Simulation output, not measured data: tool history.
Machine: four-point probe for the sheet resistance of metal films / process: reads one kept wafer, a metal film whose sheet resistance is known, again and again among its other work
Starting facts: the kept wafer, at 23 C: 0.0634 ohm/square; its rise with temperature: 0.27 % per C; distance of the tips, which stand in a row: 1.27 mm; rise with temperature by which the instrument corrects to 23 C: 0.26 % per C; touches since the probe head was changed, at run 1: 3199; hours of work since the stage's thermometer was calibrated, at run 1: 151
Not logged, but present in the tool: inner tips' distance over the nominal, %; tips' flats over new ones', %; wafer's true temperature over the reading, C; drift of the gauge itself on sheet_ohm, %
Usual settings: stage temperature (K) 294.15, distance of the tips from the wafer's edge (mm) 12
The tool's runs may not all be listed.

run	hour	stage temperature (K)	distance of the tips from the wafer's edge (mm)	touches since the probe head was changed	hours of work since the stage's thermometer was calibrated	sheet resistance as the instrument gives it (ohm/square)
1	0	294.15	12	3199	151	0.063631
2	10.1	292.15	12	3417	156	0.063632
3	25	292.15	12	3737	164	0.06361
4	44.7	292.15	12	4161	174	0.063633
5	53.3	294.15	12	4347	178	0.063653
6	69.9	294.15	12	4703	187	0.063637
7	88.5	294.15	12	5104	197	0.063613
8	96.9	295.15	12	5286	201	0.063643
9	116.3	295.15	12	5704	211	0.06364
10	130.1	294.15	12	6001	218	0.063636
11	139.2	294.15	12	6196	223	0.063641
12	158.2	294.15	12	6605	233	0.063634
13	178.7	294.15	12	7046	244	0.063616
14	191.5	294.15	12	7323	250	0.063611
15	209.7	294.15	12	7715	260	0.063609
16	218.5	296.15	12	7904	264	0.063631
17	238.1	296.15	12	8325	275	0.06365
18	255.8	294.15	20	8707	284	0.063408
19	265.8	294.15	43	8923	289	0.063268
20	277.4	294.15	12	9173	295	0.063605
21	286.5	296.15	12	9367	300	0.063654
22	297.8	294.15	12	9611	306	0.063617
23	309.2	292.15	12	9857	312	0.063581
24	326.1	308.15	49	10222	321	0.063392
25	343.8	308.15	49	10602	330	0.06339
26	360.3	299.15	50	10958	338	0.063299
27	379.6	305.15	10	11373	348	0.063873
28	396.6	299.15	10	11739	357	0.06382
29	417.5	299.15	10	12189	368	0.063832
30	427.9	294.15	24	12413	374	0.063334
31	442.1	296.15	25	12719	381	0.063314
32	459.5	304.15	6	13094	390	0.064821
33	470.4	293.15	39	13328	396	0.063256
34	480.7	295.15	3	13550	401	0.068752
35	496.1	292.15	35	13883	409	0.063238
36	516.7	292.15	35	14326	420	0.063245
37	527.3	296.15	26	14553	425	0.063319
38	536.7	294.15	8	14757	430	0.064068
39	556.2	294.15	7	15177	440	0.064335
40	570.1	293.15	4	15475	448	0.066484
41	583.3	297.15	37	15760	455	0.063285
42	594	297.15	37	15990	460	0.063286
43	609.7	297.15	37	16328	468	0.063253
44	623.7	297.15	37	16629	476	0.063276

Below, some changes in sheet resistance as the instrument gives it (ohm/square) between adjacent runs. For each, the amount present without the hidden state too (settings, incoming material, random variation) and the amount remaining for the hidden state with gauge scatter not shared by both compared results:
Run 33 -> 34: stage temperature (K) 293.15 -> 295.15, distance of the tips from the wafer's edge (mm) 39 -> 3. sheet resistance as the instrument gives it (ohm/square) +0.005496: hidden state -0.000013, all else +0.005509.
Run 34 -> 35: stage temperature (K) 295.15 -> 292.15, distance of the tips from the wafer's edge (mm) 3 -> 35. sheet resistance as the instrument gives it (ohm/square) -0.005514: hidden state +0.000011, all else -0.005525.
Run 40 -> 41: stage temperature (K) 293.15 -> 297.15, distance of the tips from the wafer's edge (mm) 4 -> 37. sheet resistance as the instrument gives it (ohm/square) -0.003199: hidden state +0.000007, all else -0.003206.

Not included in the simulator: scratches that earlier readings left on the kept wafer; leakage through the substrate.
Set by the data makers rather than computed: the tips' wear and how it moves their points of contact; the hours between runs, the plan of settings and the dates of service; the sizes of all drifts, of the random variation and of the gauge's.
